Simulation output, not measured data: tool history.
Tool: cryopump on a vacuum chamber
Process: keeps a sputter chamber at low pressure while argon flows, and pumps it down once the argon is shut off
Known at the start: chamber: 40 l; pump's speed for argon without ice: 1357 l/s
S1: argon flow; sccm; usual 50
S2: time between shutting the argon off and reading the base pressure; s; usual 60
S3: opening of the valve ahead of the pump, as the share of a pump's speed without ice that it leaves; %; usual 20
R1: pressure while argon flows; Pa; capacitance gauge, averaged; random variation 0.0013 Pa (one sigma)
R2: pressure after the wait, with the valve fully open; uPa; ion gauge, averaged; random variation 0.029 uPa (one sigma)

| run | day | S1 | S2 | S3 | R1 | R2 |
|---|---|---|---|---|---|---|
| 1 | 0.000 | 50 | 60 | 20 | 0.3144 | 3.59 |
| 2 | 0.667 | 50 | 60 | 20 | 0.3177 | 3.54 |
| 3 | 1.388 | 29 | 60 | 20 | 0.1841 | 3.59 |
| 4 | 2.950 | 29 | 60 | 20 | 0.1845 | 3.53 |
| 5 | 4.104 | 50 | 60 | 20 | 0.3158 | 3.69 |
| 6 | 4.883 | 50 | 60 | 20 | 0.3158 | 3.65 |
| 7 | 6.475 | 50 | 60 | 20 | 0.3178 | 3.64 |
| 8 | 7.446 | 24 | 60 | 20 | 0.1518 | 3.68 |
| 9 | 8.925 | 24 | 60 | 20 | 0.1535 | 3.73 |
| 10 | 9.929 | 24 | 60 | 20 | 0.1528 | 3.76 |
| 11 | 11.471 | 24 | 60 | 20 | 0.1537 | 3.90 |
| 12 | 12.892 | 24 | 60 | 20 | 0.1543 | 3.83 |
| 13 | 14.462 | 74 | 60 | 20 | 0.4753 | 3.97 |
| 14 | 15.725 | 74 | 60 | 20 | 0.4757 | 3.97 |
| 15 | 17.279 | 74 | 60 | 20 | 0.4801 | 4.10 |
| 16 | 18.033 | 74 | 60 | 20 | 0.4766 | 4.00 |
| 17 | 18.704 | 74 | 60 | 20 | 0.4781 | 4.02 |
| 18 | 19.625 | 41 | 24 | 52 | 0.1092 | 5.72 |
| 19 | 20.700 | 27 | 65 | 25 | 0.1428 | 3.99 |
| 20 | 22.133 | 27 | 62 | 17 | 0.2061 | 4.18 |
| 21 | 23.225 | 23 | 51 | 33 | 0.0946 | 4.44 |
| 22 | 24.042 | 23 | 51 | 33 | 0.0939 | 4.41 |
| 23 | 24.692 | 50 | 60 | 34 | 0.1989 | 4.33 |
| 24 | 26.188 | 50 | 60 | 34 | 0.2006 | 4.32 |
| 25 | 27.379 | 50 | 60 | 34 | 0.1999 | 4.43 |
| 26 | 28.167 | 50 | 60 | 34 | 0.2011 | 4.43 |
| 27 | 29.112 | 50 | 60 | 34 | 0.2035 | 4.51 |
| 28 | 30.542 | 55 | 154 | 34 | 0.2241 | 3.91 |
| 29 | 31.767 | 55 | 154 | 34 | 0.2239 | 3.78 |

Forecast each of these 3 alternatives for the next run:
| A | 33.217 | 24 | 60 | 20 | ? | ? |
| B | 33.217 | 46 | 77 | 35 | ? | ? |
| C | 33.217 | 55 | 154 | 21 | ? | ? |

| run | R1 | R2 |
|---|---|---|
| A | 0.1591 | 4.56 |
| B | 0.1830 | 4.26 |
| C | 0.3475 | 3.99 |
Without the tool's hidden state the same runs would have given:
| run | R1 | R2 |
|---|---|---|
| A | 0.1492 | 1.36 |
| B | 0.1640 | 1.12 |
| C | 0.3248 | 0.71 |
